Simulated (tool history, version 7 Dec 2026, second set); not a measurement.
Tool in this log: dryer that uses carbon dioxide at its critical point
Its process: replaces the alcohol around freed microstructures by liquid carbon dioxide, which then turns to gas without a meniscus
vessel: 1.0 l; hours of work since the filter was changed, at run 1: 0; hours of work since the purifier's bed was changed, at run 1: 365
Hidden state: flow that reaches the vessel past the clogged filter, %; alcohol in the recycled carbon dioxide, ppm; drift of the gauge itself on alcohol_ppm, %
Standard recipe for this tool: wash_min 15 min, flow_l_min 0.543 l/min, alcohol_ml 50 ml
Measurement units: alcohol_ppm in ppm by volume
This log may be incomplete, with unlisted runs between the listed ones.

run,day,wash_min,flow_l_min,alcohol_ml,hours of work since the filter was changed,hours of work since the purifier's bed was changed,alcohol_ppm
1,0,15,0.543,50,0,365,126
2,1.092,19,0.543,50,12,377,102
3,2.721,19,0.543,50,29,394,107
4,3.646,19,0.815,50,39,404,106
5,4.725,15,0.543,50,50,415,145
6,6.033,15,0.543,28,64,429,137
7,7.779,15,0.543,34,83,448,131
8,9.258,15,0.543,34,99,464,150
9,10.475,15,0.543,34,111,477,151
10,12.046,15,0.543,34,128,493,160
11,14.192,15,0.543,34,151,516,175
12,16.288,15,0.543,34,173,538,183
13,18.192,15,0.543,50,194,559,211
14,19.846,15,0.543,50,211,576,231
15,21.396,15,0.543,50,228,593,238
# day 22.55: inlet filter changed
16,22.912,15,0.543,50,4,608,175
17,24.45,15,0.543,44,20,625,182
18,25.454,15,0.543,44,31,635,181
19,26.846,15,0.543,44,46,650,188
20,28.683,15,0.543,44,65,670,198
21,30.042,15,0.543,44,80,684,206
22,31.725,15,0.543,44,98,702,212
23,33.404,15,0.543,50,116,720,217
24,35.117,13,0.543,50,134,738,309
25,36.421,13,0.543,50,148,752,334
26,37.479,16,0.597,85,159,763,222
27,38.408,12,0.559,105,169,773,661
28,39.938,9,0.741,31,185,790,328
29,41.958,17,0.57,20,207,811,206
30,43.546,17,0.57,20,223,828,207
31,44.754,12,0.417,32,236,841,889
# day 45.108: inlet filter changed
32,47.046,12,0.434,32,21,865,481
33,48.838,23,0.74,22,40,884,225
34,49.879,23,0.74,22,51,895,217
35,50.833,23,0.876,69,61,905,219
36,52.579,19,0.582,33,79,924,223
37,54.412,19,0.67,33,99,943,231
38,56.408,16,0.696,47,120,964,237
39,57.525,16,0.696,47,132,976,235

What will run 40 give?
40,59.204,14,0.485,74,150,994,?

Logged for run 40: alcohol_ppm 515 ppm by volume.
Take away the tool's hidden state, keep the run-to-run variation as it was, and the same run would have given alcohol_ppm 138 ppm by volume.
